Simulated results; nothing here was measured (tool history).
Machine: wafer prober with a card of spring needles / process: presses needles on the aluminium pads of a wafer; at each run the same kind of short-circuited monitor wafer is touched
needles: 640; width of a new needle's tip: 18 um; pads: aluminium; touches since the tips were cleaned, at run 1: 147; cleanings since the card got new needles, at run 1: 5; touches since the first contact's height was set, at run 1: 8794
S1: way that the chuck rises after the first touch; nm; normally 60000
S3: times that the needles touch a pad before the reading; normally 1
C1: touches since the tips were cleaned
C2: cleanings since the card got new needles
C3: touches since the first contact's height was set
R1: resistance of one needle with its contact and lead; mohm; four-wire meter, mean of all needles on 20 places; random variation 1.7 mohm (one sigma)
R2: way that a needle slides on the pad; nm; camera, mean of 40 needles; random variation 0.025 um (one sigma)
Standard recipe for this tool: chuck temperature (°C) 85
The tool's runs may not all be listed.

run 1 hour=0.0 | S1=60000 chuck_temperature_(°C)=85 S3=1 | C1=147 C2=5 C3=8794 | R1=186 R2=13140
-- hour=8.1 tips cleaned on abrasive film
run 2 hour=14.8 | S1=60000 chuck_temperature_(°C)=85 S3=1 | C1=1264 C2=6 C3=11587 | R1=204 R2=13150
-- hour=16.5 tips cleaned on abrasive film
-- hour=24.8 tips cleaned on abrasive film
-- hour=33.8 tips cleaned on abrasive film
run 3 hour=37.8 | S1=60000 chuck_temperature_(°C)=85 S3=1 | C1=760 C2=9 C3=15915 | R1=196 R2=13080
-- hour=42.4 tips cleaned on abrasive film
-- hour=50.7 tips cleaned on abrasive film
run 4 hour=55.3 | S1=60000 chuck_temperature_(°C)=85 S3=1 | C1=871 C2=11 C3=19205 | R1=196 R2=13060
-- hour=59.8 tips cleaned on abrasive film
-- hour=69.0 tips cleaned on abrasive film
run 5 hour=72.8 | S1=60000 chuck_temperature_(°C)=85 S3=1 | C1=727 C2=13 C3=22506 | R1=196 R2=13080
-- hour=77.5 tips cleaned on abrasive film
-- hour=87.0 tips cleaned on abrasive film
run 6 hour=89.1 | S1=60000 chuck_temperature_(°C)=85 S3=1 | C1=396 C2=15 C3=25557 | R1=187 R2=13060
-- hour=96.9 tips cleaned on abrasive film
run 7 hour=100.1 | S1=60000 chuck_temperature_(°C)=85 S3=1 | C1=614 C2=16 C3=27641 | R1=192 R2=13040
-- hour=107.0 tips cleaned on abrasive film
-- hour=115.5 tips cleaned on abrasive film
run 8 hour=120.8 | S1=60000 chuck_temperature_(°C)=85 S3=1 | C1=1006 C2=18 C3=31539 | R1=204 R2=13010
-- hour=124.8 tips cleaned on abrasive film
-- hour=133.0 tips cleaned on abrasive film
-- hour=141.6 tips cleaned on abrasive film
run 9 hour=141.6 | S1=52000 chuck_temperature_(°C)=85 S3=1 | C1=0 C2=21 C3=35435 | R1=186 R2=11250
-- hour=150.6 tips cleaned on abrasive film
-- hour=158.9 tips cleaned on abrasive film
run 10 hour=164.9 | S1=44000 chuck_temperature_(°C)=85 S3=1 | C1=1137 C2=23 C3=39835 | R1=226 R2=9490
-- hour=168.2 tips cleaned on abrasive film
-- hour=176.8 tips cleaned on abrasive film
run 11 hour=176.8 | S1=44000 chuck_temperature_(°C)=85 S3=1 | C1=0 C2=25 C3=42058 | R1=189 R2=9390
-- hour=186.4 tips cleaned on abrasive film
-- hour=194.9 tips cleaned on abrasive film
run 12 hour=196.1 | S1=60000 chuck_temperature_(°C)=85 S3=2 | C1=234 C2=27 C3=45704 | R1=180 R2=12900
-- hour=203.5 tips cleaned on abrasive film
-- hour=212.4 tips cleaned on abrasive film
run 13 hour=218.1 | S1=60000 chuck_temperature_(°C)=85 S3=2 | C1=1096 C2=29 C3=49849 | R1=198 R2=12920
-- hour=221.2 tips cleaned on abrasive film
run 14 hour=228.8 | S1=60000 chuck_temperature_(°C)=85 S3=2 | C1=1437 C2=30 C3=51856 | R1=196 R2=12920
-- hour=230.5 tips cleaned on abrasive film
-- hour=239.7 tips cleaned on abrasive film
-- hour=248.0 tips cleaned on abrasive film
run 15 hour=249.6 | S1=60000 chuck_temperature_(°C)=85 S3=1 | C1=298 C2=33 C3=55762 | R1=190 R2=12860
-- hour=257.5 tips cleaned on abrasive film
run 16 hour=264.3 | S1=60000 chuck_temperature_(°C)=85 S3=1 | C1=1291 C2=34 C3=58547 | R1=210 R2=12880
-- hour=265.9 tips cleaned on abrasive film
-- hour=275.3 tips cleaned on abrasive film
run 17 hour=275.3 | S1=60000 chuck_temperature_(°C)=85 S3=1 | C1=0 C2=36 C3=60592 | R1=184 R2=12850
-- hour=283.5 tips cleaned on abrasive film
-- hour=293.2 tips cleaned on abrasive film
run 18 hour=294.7 | S1=60000 chuck_temperature_(°C)=85 S3=1 | C1=289 C2=38 C3=64253 | R1=188 R2=12780
-- hour=301.5 tips cleaned on abrasive film
-- hour=310.7 tips cleaned on abrasive film
run 19 hour=313.8 | S1=60000 chuck_temperature_(°C)=85 S3=1 | C1=585 C2=40 C3=67853 | R1=196 R2=12810
-- hour=319.8 tips cleaned on abrasive film
run 20 hour=326.6 | S1=46000 chuck_temperature_(°C)=32 S3=2 | C1=1311 C2=41 C3=70277 | R1=203 R2=9690
-- hour=328.8 tips cleaned on abrasive film
-- hour=335.2 height of the first contact set anew
-- hour=337.6 tips cleaned on abrasive film
run 21 hour=339.1 | S1=75000 chuck_temperature_(°C)=51 S3=1 | C1=296 C2=43 C3=740 | R1=179 R2=16420
-- hour=347.4 tips cleaned on abrasive film
run 22 hour=350.3 | S1=76000 chuck_temperature_(°C)=27 S3=2 | C1=554 C2=44 C3=2845 | R1=170 R2=16700
-- hour=356.4 tips cleaned on abrasive film
-- hour=365.7 tips cleaned on abrasive film
run 23 hour=368.5 | S1=76000 chuck_temperature_(°C)=27 S3=2 | C1=536 C2=46 C3=6268 | R1=168 R2=16640
-- hour=375.2 tips cleaned on abrasive film
run 24 hour=380.2 | S1=76000 chuck_temperature_(°C)=27 S3=2 | C1=948 C2=47 C3=8471 | R1=174 R2=16660
-- hour=383.7 tips cleaned on abrasive film
-- hour=392.2 tips cleaned on abrasive film
run 25 hour=393.5 | S1=43000 chuck_temperature_(°C)=37 S3=2 | C1=246 C2=49 C3=10977 | R1=185 R2=9390
-- hour=401.6 tips cleaned on abrasive film
-- hour=410.4 tips cleaned on abrasive film
run 26 hour=415.3 | S1=43000 chuck_temperature_(°C)=78 S3=2 | C1=944 C2=51 C3=15088 | R1=207 R2=9370
-- hour=419.1 tips cleaned on abrasive film
-- hour=428.8 tips cleaned on abrasive film
run 27 hour=435.8 | S1=43000 chuck_temperature_(°C)=78 S3=2 | C1=1330 C2=53 C3=18944 | R1=217 R2=9330
-- hour=437.5 tips cleaned on abrasive film
-- hour=446.5 tips cleaned on abrasive film
run 28 hour=449.5 | S1=43000 chuck_temperature_(°C)=78 S3=2 | C1=560 C2=55 C3=21507 | R1=203 R2=9330
-- hour=454.9 tips cleaned on abrasive film
run 29 hour=462.4 | S1=57000 chuck_temperature_(°C)=37 S3=2 | C1=1422 C2=56 C3=23945 | R1=194 R2=12370
-- hour=464.5 tips cleaned on abrasive film
-- hour=473.8 tips cleaned on abrasive film
run 30 hour=473.8 | S1=77000 chuck_temperature_(°C)=85 S3=1 | C1=0 C2=58 C3=26082 | R1=180 R2=16780
-- hour=482.3 tips cleaned on abrasive film
-- hour=490.9 tips cleaned on abrasive film
run 31 hour=491.0 | S1=68000 chuck_temperature_(°C)=27 S3=3 | C1=30 C2=60 C3=29320 | R1=166 R2=14790
-- hour=499.7 tips cleaned on abrasive film
run 32 hour=501.3 | S1=54000 chuck_temperature_(°C)=45 S3=2 | C1=312 C2=61 C3=31257 | R1=180 R2=11650

Below are 3 alternative next runs, each starting from the tool's condition after run 32. Predict each:
-- hour=509.1 tips cleaned on abrasive film
-- hour=518.8 tips cleaned on abrasive film
run A hour=520.0 | S1=54000 chuck_temperature_(°C)=45 S3=2 | C1=226 C2=63 C3=34772 | R1=? R2=?
-- hour=509.1 tips cleaned on abrasive film
-- hour=518.8 tips cleaned on abrasive film
run B hour=520.0 | S1=60000 chuck_temperature_(°C)=85 S3=1 | C1=226 C2=63 C3=34772 | R1=? R2=?
-- hour=509.1 tips cleaned on abrasive film
-- hour=518.8 tips cleaned on abrasive film
run C hour=520.0 | S1=71000 chuck_temperature_(°C)=100 S3=2 | C1=226 C2=63 C3=34772 | R1=? R2=?

run=A R1=180 R2=11650
run=B R1=183 R2=12990
run=C R1=181 R2=15410
Without the tool's unlogged condition, the same runs would have read:
run=A R1=173 R2=11850
run=B R1=176 R2=13190
run=C R1=177 R2=15600
